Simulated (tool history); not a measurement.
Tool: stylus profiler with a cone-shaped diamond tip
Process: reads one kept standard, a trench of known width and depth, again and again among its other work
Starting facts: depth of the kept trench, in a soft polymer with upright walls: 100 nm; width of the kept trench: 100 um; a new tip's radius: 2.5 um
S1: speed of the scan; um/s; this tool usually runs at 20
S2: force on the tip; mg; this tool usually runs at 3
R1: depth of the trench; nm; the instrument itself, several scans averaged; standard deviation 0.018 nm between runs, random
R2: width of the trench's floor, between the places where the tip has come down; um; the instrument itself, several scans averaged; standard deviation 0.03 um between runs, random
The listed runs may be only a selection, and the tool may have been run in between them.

Run 1, day 0: usual settings. Result: R1 101.72 nm, R2 98.17 um.
Run 2, day 0.617: usual settings. Result: R1 101.68 nm, R2 98.23 um.
Run 3, day 2.038: usual settings. Result: R1 101.72 nm, R2 98.14 um.
Run 4, day 3.292: usual settings but S2 6.58 mg. Result: R1 102.83 nm, R2 98.2 um.
Run 5, day 4.479: usual settings. Result: R1 101.72 nm, R2 98.13 um.
Run 6, day 5.862: usual settings but S1 31 um/s. Result: R1 101.72 nm, R2 98.19 um.
Run 7, day 7.192: usual settings but S1 31 um/s. Result: R1 101.72 nm, R2 98.07 um.
Run 8, day 8.354: usual settings but S1 31 um/s. Result: R1 101.71 nm, R2 98.09 um.
Run 9, day 9.217: usual settings but S1 31 um/s. Result: R1 101.72 nm, R2 98.11 um.
Run 10, day 9.888: usual settings but S1 31 um/s. Result: R1 101.72 nm, R2 98.03 um.
Run 11, day 11.171: usual settings. Result: R1 101.74 nm, R2 98.02 um.
Run 12, day 12.558: usual settings. Result: R1 101.75 nm, R2 98.16 um.
Run 13, day 13.562: usual settings. Result: R1 101.77 nm, R2 98.09 um.
Run 14, day 14.408: usual settings but S1 49 um/s. Result: R1 101.76 nm, R2 97.99 um.
Run 15, day 15.375: usual settings but S1 49 um/s. Result: R1 101.79 nm, R2 97.99 um.
Run 16, day 16.729: usual settings but S1 12 um/s. Result: R1 101.74 nm, R2 98.07 um.
Run 17, day 17.371: usual settings but S1 12 um/s. Result: R1 101.75 nm, R2 98.14 um.
Run 18, day 18.262: usual settings but S1 12 um/s. Result: R1 101.82 nm, R2 98.11 um.
Run 19, day 19.233: usual settings but S1 12 um/s. Result: R1 101.76 nm, R2 98.07 um.
Run 20, day 20.4: usual settings but S1 10 um/s. Result: R1 101.79 nm, R2 98.14 um.
Run 21, day 21.108: usual settings but S1 10 um/s. Result: R1 101.78 nm, R2 98.1 um.
Run 22, day 22.262: usual settings but S1 10 um/s. Result: R1 101.8 nm, R2 98.09 um.
Run 23, day 23.754: usual settings. Result: R1 101.79 nm, R2 98.04 um.
Run 24, day 24.396: usual settings but S1 38 um/s, S2 2.85 mg. Result: R1 101.71 nm, R2 97.93 um.
Run 25, day 25.088: usual settings but S1 6 um/s, S2 3.01 mg. Result: R1 101.8 nm, R2 98.05 um.
Run 26, day 26.438: usual settings but S1 6 um/s, S2 3.01 mg. Result: R1 101.76 nm, R2 98.08 um.
Run 27, day 27.379: usual settings but S1 59 um/s, S2 4.16 mg. Result: R1 102.17 nm, R2 97.9 um.
Run 28, day 28.158: usual settings but S1 46 um/s, S2 4.07 mg. Result: R1 102.13 nm, R2 97.94 um.
Run 29, day 28.833: usual settings but S1 5 um/s, S2 3.86 mg. Result: R1 102.08 nm, R2 98.05 um.
Run 30, day 30.283: usual settings but S1 8 um/s, S2 2.13 mg. Result: R1 101.46 nm, R2 98.04 um.
Run 31, day 30.962: usual settings but S1 7 um/s, S2 2.15 mg. Result: R1 101.48 nm, R2 98.02 um.
Run 32, day 32.362: usual settings but S1 11 um/s, S2 1.3 mg. Result: R1 101.11 nm, R2 98.01 um.
Run 33, day 33.192: usual settings but S1 6 um/s. Result: R1 101.79 nm, R2 98.01 um.
Run 34, day 34.221: usual settings but S1 66 um/s, S2 2.13 mg. Result: R1 101.5 nm, R2 97.77 um.
Run 35, day 35.138: usual settings but S1 13 um/s, S2 5.26 mg. Result: R1 102.55 nm, R2 98 um.
Run 36, day 36.396: usual settings but S1 13 um/s, S2 5.26 mg. Result: R1 102.49 nm, R2 98.01 um.
Run 37, day 37.371: usual settings but S1 13 um/s, S2 5.26 mg. Result: R1 102.53 nm, R2 97.96 um.
Run 38, day 38.675: usual settings but S1 36 um/s, S2 1.39 mg. Result: R1 101.22 nm, R2 97.79 um.
Run 39, day 39.508: usual settings but S1 5 um/s, S2 8.79 mg. Result: R1 103.51 nm, R2 98.02 um.
Run 40, day 40.704: usual settings but S1 47 um/s, S2 6.73 mg. Result: R1 102.96 nm, R2 97.91 um.
Run 41, day 41.979: usual settings but S1 13 um/s, S2 8.03 mg. Result: R1 103.33 nm, R2 97.97 um.
Run 42, day 42.854: usual settings but S1 79 um/s, S2 7.7 mg. Result: R1 103.26 nm, R2 97.86 um.
Run 43, day 43.625: usual settings but S1 79 um/s, S2 7.7 mg. Result: R1 103.27 nm, R2 97.77 um.
Run 44, day 44.308: usual settings but S1 79 um/s, S2 7.7 mg. Result: R1 103.23 nm, R2 97.8 um.
Run 45, day 45.583: usual settings but S1 13 um/s, S2 1.18 mg. Result: R1 101.1 nm, R2 97.91 um.

Measured minus without-hidden-state, run by run (identical run-to-run variation in each term; gauge scatter may differ):
Hidden conditions of the tool in this case: radius of the tip, um; height scale over the true one, %; drift of the gauge itself on depth_nm, %; drift of the gauge itself on floor_um, %.
run     R1     R2
  1  +0.11  -0.35
  2  +0.12  -0.36
  3  +0.12  -0.37
  4  +0.13  -0.38
  5  +0.12  -0.39
  6  +0.13  -0.39
  7  +0.13   -0.4
  8  +0.13   -0.4
  9  +0.13  -0.41
 10  +0.14  -0.41
 11  +0.14  -0.42
 12  +0.15  -0.43
 13  +0.15  -0.44
 14  +0.16  -0.44
 15  +0.16  -0.44
 16  +0.16  -0.46
 17  +0.16  -0.46
 18  +0.17  -0.47
 19  +0.18  -0.47
 20  +0.18  -0.47
 21  +0.17  -0.48
 22  +0.18  -0.49
 23  +0.18  -0.49
 24  +0.19   -0.5
 25  +0.19  -0.51
 26   +0.2  -0.51
 27   +0.2  -0.52
 28   +0.2  -0.52
 29   +0.2  -0.53
 30   +0.2  -0.54
 31  +0.21  -0.54
 32  +0.22  -0.55
 33  +0.21  -0.55
 34  +0.22  -0.56
 35  +0.22  -0.56
 36  +0.23  -0.57
 37  +0.23  -0.58
 38  +0.23  -0.58
 39  +0.23  -0.59
 40  +0.24  -0.59
 41  +0.24   -0.6
 42  +0.24   -0.6
 43  +0.26  -0.61
 44  +0.25  -0.61
 45  +0.25  -0.62
